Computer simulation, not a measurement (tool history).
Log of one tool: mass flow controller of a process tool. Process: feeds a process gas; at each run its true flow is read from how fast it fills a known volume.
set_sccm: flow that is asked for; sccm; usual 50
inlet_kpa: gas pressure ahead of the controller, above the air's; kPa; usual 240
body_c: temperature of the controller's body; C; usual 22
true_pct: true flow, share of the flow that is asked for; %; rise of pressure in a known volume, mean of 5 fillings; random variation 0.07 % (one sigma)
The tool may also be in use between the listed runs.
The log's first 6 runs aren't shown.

run    hour  set_sccm  inlet_kpa  body_c  true_pct
  7   379.6        50        240      22     98.56
  8   450.3        50        240      22     98.58
  9   535.8        50        240      22     98.65
 10   609.9        50        240      22     98.62
 11   695.3        50        256      22     98.68
 12   765.6        50        256      22     98.81
 13   847.9        12        240      22     97.55
 14   941.1        12        240      22     97.58
 15   984.7        12        240      22     97.52
 16  1036.1        12        240      22     97.53
 17  1119.4        50        240      24     98.95
 18  1193.3        50        240      24     98.96
 19  1269.2        50        240      32     99.36
 20  1313.8        50        240      32     99.38
 21  1401.4        50        240      22     98.87
 22  1487.8        50        240      22     98.79
 23  1579.4        50        240      22      98.9
 24  1680.2        50        240      22     99.01
 25  1756.3        18        251      30     98.42
 26  1852.3        18        251      30     98.66

The next listed run, before its measurement:
 27  1945.2        18        251      30         ?

Run 27 gave true_pct 98.51 %.
Without the tool's hidden state the same run would have given true_pct 97.97 %.

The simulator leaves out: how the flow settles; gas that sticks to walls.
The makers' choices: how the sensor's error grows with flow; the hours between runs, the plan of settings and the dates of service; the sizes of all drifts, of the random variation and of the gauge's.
